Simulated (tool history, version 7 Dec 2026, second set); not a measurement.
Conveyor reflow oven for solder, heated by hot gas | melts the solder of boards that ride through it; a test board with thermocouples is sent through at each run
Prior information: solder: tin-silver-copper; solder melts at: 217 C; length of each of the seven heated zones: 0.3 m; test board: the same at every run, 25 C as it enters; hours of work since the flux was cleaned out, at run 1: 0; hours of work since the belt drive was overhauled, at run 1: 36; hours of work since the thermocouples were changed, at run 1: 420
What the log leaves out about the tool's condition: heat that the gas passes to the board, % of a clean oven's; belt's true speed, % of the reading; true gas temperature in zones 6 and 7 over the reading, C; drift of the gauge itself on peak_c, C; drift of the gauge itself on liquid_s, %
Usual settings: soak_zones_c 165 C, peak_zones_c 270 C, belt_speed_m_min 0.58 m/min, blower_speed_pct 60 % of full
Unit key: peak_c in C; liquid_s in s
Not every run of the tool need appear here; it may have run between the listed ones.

run	hour	soak_zones_c	peak_zones_c	belt_speed_m_min	blower_speed_pct	hours of work since the flux was cleaned out	hours of work since the belt drive was overhauled	hours of work since the thermocouples were changed	peak_c	liquid_s
1	0	165	270	0.58	60	0	36	420	246.5	38.7
2	11.5	165	270	0.58	60	8	44	428	246.6	38.9
3	26.8	165	270	0.58	60	19	55	439	246.5	38.8
4	36	165	270	0.58	60	25	62	445	246.2	38.5
5	52.2	165	270	0.58	60	37	73	456	246.1	38.4
6	62.6	165	270	0.58	60	44	80	464	246.3	38.3
7	75.3	165	270	0.58	60	53	89	473	246.1	38.4
8	83.9	165	270	0.58	60	59	95	479	245.9	38.1
9	98.1	165	270	0.58	60	69	105	489	245.6	38.6
10	113.6	165	270	0.58	60	80	116	500	246.1	38.5
11	124.7	165	270	0.58	60	88	124	507	245.9	38
12	136.3	175	264	0.463	55	96	132	516	248.7	55.5
13	144.8	175	264	0.463	55	102	138	522	248.2	56.5
14	161.6	175	264	0.463	55	114	150	533	248.5	55.4
15	179.3	175	264	0.463	55	126	162	546	248.4	55.9
16	197.3	175	264	0.463	55	139	175	558	248.7	55.2
17	208.4	165	267	0.627	89	146	183	566	248.7	38.4
18	223.6	180	261	0.593	59	157	194	577	239.8	37.3
19	240.4	180	261	0.593	59	169	205	589	240	36.9
20	252.2	159	270	0.65	53	177	214	597	235.1	22.6
21	261.5	161	272	0.485	65	184	220	604	253.8	52.6

Predict each of these 5 candidate next runs independently; none follows another, all start after run 21:
A	277.3	164	271	0.485	63	195	231	615	?	?
B	277.3	165	271	0.518	60	195	231	615	?	?
C	277.3	173	270	0.58	58	195	231	615	?	?
D	277.3	172	268	0.69	65	195	231	615	?	?
E	277.3	165	263	0.58	53	195	231	615	?	?

run	peak_c	liquid_s
A	253.2	53
B	250.1	46.5
C	245.8	39.6
D	238.8	28.8
E	235.5	28.6
Without the tool's unlogged condition, the same runs would have read:
run	peak_c	liquid_s
A	255.2	54.5
B	252.1	48.2
C	247.9	41.4
D	241.3	31
E	237.5	30.9

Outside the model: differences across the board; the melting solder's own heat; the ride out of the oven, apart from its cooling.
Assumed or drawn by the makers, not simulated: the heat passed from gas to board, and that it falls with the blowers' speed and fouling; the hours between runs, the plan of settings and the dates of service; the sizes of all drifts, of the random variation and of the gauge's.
